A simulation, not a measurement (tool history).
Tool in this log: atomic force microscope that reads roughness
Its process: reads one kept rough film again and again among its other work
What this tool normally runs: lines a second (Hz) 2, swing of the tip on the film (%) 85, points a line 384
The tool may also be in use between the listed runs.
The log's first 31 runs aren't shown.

run,day,lines a second (Hz),swing of the tip on the film (%),points a line,pictures with this tip,hours of work since the height scale was calibrated,roughness of the kept film (nm (root mean square))
# day 49.517: new tip fitted
32,50.171,2.11,70,578,25,246,1.652
33,51.471,0.8,70,293,76,267,1.706
34,53.588,0.8,70,293,157,302,1.621
35,55.496,2,71,384,231,333,1.43
36,56.696,0.6,60,452,278,353,1.57
37,58.321,3.02,58,953,341,380,1.419
# day 58.5: new tip fitted
38,59.558,3.02,58,953,41,400,1.695
39,60.646,2.62,76,286,83,418,1.406
40,62.379,2.07,85,736,150,446,1.329
41,63.604,2,85,510,198,466,1.279
42,64.95,0.67,85,490,250,488,1.456
43,66.008,0.63,85,730,291,506,1.437
# day 67.517: new tip fitted
44,67.517,0.63,85,730,0,530,1.757
45,69.679,0.63,85,730,84,566,1.639
46,71.446,0.63,85,730,153,595,1.571
47,73.7,2.19,85,572,240,632,1.228

Forecast each of these 4 alternatives for the next run:
A,75.008,1.12,66,310,291,654,?
B,75.008,2.19,77,293,291,654,?
C,75.008,2,60,384,291,654,?
D,75.008,0.94,57,399,291,654,?

run,roughness of the kept film (nm (root mean square))
A,1.457
B,1.269
C,1.449
D,1.517
What these runs would have given with no unlogged condition in the tool:
run,roughness of the kept film (nm (root mean square))
A,1.759
B,1.533
C,1.751
D,1.833
